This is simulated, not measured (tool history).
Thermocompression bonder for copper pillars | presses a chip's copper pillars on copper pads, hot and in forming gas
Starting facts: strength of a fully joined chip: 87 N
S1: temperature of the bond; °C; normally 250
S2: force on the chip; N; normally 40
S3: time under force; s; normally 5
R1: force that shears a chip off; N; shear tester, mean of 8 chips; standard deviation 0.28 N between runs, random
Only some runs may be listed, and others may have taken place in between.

run	hour	S1	S2	S3	R1
1	0	250	40	5	32.4
2	81	250	40	5	32.6
3	116.9	250	40	5	32.5
4	179.7	250	40	5	32.2
# hour 242.4: forming gas filter changed
5	261	250	27	5	20.7
6	300.4	250	40	5	32.2
7	342.4	250	40	5	32.3
8	405.8	250	40	5	32.5
9	476.3	250	27	5	20.5
10	512.2	250	27	5	21.2
# hour 540.9: heater calibrated with a thermocouple chip
# hour 541.4: forming gas filter changed
11	572.7	250	27	5	20.8
12	614	250	27	5	20.2
13	669	250	27	5	20.8
14	724.6	250	55	8	51.3
15	769.6	227	44	6	30.4
16	809.7	227	44	6	30.8
# hour 837.4: forming gas filter changed
17	872.3	240	29	3	16.5
18	910.1	250	56	5	45.2
19	981.5	242	56	15	59.3
20	1019.7	242	43	15	47.7
21	1086.1	242	43	15	48.6
# hour 1133.2: forming gas filter changed
22	1149.4	237	43	11	41.3
23	1189.6	258	43	5	38.2
24	1238	247	47	5	37.4

Below are 3 alternative next runs, each starting from the tool's condition after run 24. Predict each:
A	1311.9	250	40	8	?
B	1311.9	259	40	12	?
C	1311.9	240	33	3	?

run	R1
A	38.8
B	48.5
C	18.9
With no hidden state in the tool, these same runs would have given:
run	R1
A	38.8
B	48.5
C	18.9
